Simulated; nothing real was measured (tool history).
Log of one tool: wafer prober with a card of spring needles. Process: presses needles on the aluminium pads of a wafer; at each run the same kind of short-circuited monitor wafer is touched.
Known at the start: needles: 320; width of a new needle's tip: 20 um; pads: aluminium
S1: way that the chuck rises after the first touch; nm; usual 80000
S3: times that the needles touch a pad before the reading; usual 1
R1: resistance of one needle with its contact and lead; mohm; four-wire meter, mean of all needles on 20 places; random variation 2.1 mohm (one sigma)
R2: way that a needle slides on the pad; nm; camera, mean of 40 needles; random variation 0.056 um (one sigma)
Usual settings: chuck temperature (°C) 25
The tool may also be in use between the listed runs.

run 1 hour=0.0 | S1=80000 chuck_temperature_(°C)=25 S3=1 | R1=224 R2=15660
-- hour=8.7 tips cleaned on abrasive film
run 2 hour=12.0 | S1=80000 chuck_temperature_(°C)=25 S3=1 | R1=225 R2=15660
run 3 hour=22.7 | S1=80000 chuck_temperature_(°C)=25 S3=1 | R1=224 R2=15760
run 4 hour=29.3 | S1=80000 chuck_temperature_(°C)=25 S3=1 | R1=223 R2=15640
-- hour=30.7 tips cleaned on abrasive film
run 5 hour=35.3 | S1=80000 chuck_temperature_(°C)=25 S3=1 | R1=227 R2=15710
run 6 hour=40.5 | S1=80000 chuck_temperature_(°C)=25 S3=1 | R1=223 R2=15740
-- hour=53.0 tips cleaned on abrasive film
run 7 hour=53.2 | S1=65000 chuck_temperature_(°C)=25 S3=1 | R1=228 R2=12730
run 8 hour=59.0 | S1=65000 chuck_temperature_(°C)=25 S3=1 | R1=227 R2=12890
run 9 hour=65.9 | S1=65000 chuck_temperature_(°C)=25 S3=1 | R1=228 R2=12900
run 10 hour=73.3 | S1=71000 chuck_temperature_(°C)=47 S3=1 | R1=232 R2=14030
-- hour=75.1 tips cleaned on abrasive film
run 11 hour=85.4 | S1=66000 chuck_temperature_(°C)=28 S3=1 | R1=226 R2=13270
run 12 hour=94.7 | S1=66000 chuck_temperature_(°C)=28 S3=1 | R1=225 R2=13050
-- hour=97.0 tips cleaned on abrasive film
run 13 hour=106.2 | S1=66000 chuck_temperature_(°C)=28 S3=1 | R1=231 R2=13140
run 14 hour=112.9 | S1=80000 chuck_temperature_(°C)=25 S3=3 | R1=228 R2=15990
-- hour=119.4 tips cleaned on abrasive film
run 15 hour=121.1 | S1=80000 chuck_temperature_(°C)=29 S3=1 | R1=222 R2=15860
run 16 hour=126.6 | S1=66000 chuck_temperature_(°C)=31 S3=3 | R1=229 R2=13150

Forecast each of these 3 alternatives for the next run:
run A hour=138.0 | S1=93000 chuck_temperature_(°C)=68 S3=1 | R1=? R2=?
run B hour=138.0 | S1=75000 chuck_temperature_(°C)=25 S3=2 | R1=? R2=?
run C hour=138.0 | S1=78000 chuck_temperature_(°C)=31 S3=3 | R1=? R2=?

run=A R1=235 R2=18470
run=B R1=223 R2=14970
run=C R1=223 R2=15510
Without the tool's hidden state the same runs would have given:
run=A R1=235 R2=18130
run=B R1=223 R2=14700
run=C R1=223 R2=15230
